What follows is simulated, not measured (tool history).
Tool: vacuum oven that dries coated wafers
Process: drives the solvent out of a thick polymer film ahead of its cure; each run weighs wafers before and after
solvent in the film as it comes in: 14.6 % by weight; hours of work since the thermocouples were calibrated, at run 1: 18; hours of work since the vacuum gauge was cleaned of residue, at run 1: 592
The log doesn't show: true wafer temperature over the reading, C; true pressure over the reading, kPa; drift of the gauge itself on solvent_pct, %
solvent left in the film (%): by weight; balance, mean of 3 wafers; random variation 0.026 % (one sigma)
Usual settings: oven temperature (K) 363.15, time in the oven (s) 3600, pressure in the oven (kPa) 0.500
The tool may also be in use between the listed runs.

run	hour	oven temperature (K)	time in the oven (s)	pressure in the oven (kPa)	hours of work since the thermocouples were calibrated	hours of work since the vacuum gauge was cleaned of residue	solvent left in the film (%)
1	0.0	363.15	3600	0.500	18	592	1.05
2	38.0	363.15	3600	0.500	43	616	1.10
3	59.0	363.15	2040	0.500	56	630	2.77
4	85.2	363.15	2040	0.500	73	646	2.78
5	114.1	363.15	2040	0.500	92	665	2.76
6	136.1	363.15	2040	0.500	106	679	2.75
7	167.5	363.15	2040	0.500	126	700	2.72
8	208.9	363.15	2040	0.500	153	726	2.75
9	252.3	363.15	4140	0.500	181	754	0.85
10	285.6	363.15	4140	0.500	202	776	0.82
11	323.7	363.15	4140	0.500	227	800	0.87
12	346.6	363.15	3600	0.500	242	815	1.08
13	386.6	363.15	3600	0.500	267	841	1.10
14	426.2	363.15	3600	0.500	293	866	1.15
15	447.2	360.15	3600	0.500	306	880	1.46
16	468.0	369.15	3600	0.500	320	893	0.64
17	492.9	369.15	3600	0.500	336	909	0.69
18	519.0	369.15	3600	0.500	353	926	0.62
19	558.6	369.15	3600	0.520	378	952	0.68
20	593.2	350.15	4200	0.500	401	974	2.42
21	622.6	362.15	1920	1.381	420	993	3.59
22	653.9	362.15	1920	1.381	440	1013	3.59
23	689.0	362.15	1920	1.381	462	1036	3.56
# hour 696.6: vacuum gauge cleaned of residue and calibrated
24	734.0	355.15	2460	0.720	490	24	3.47

The next listed run, before its measurement:
25	774.5	355.15	5280	0.720	516	50	?

solvent left in the film (%): 1.09
Without the tool's hidden state the same run would have given solvent left in the film (%) 1.04.
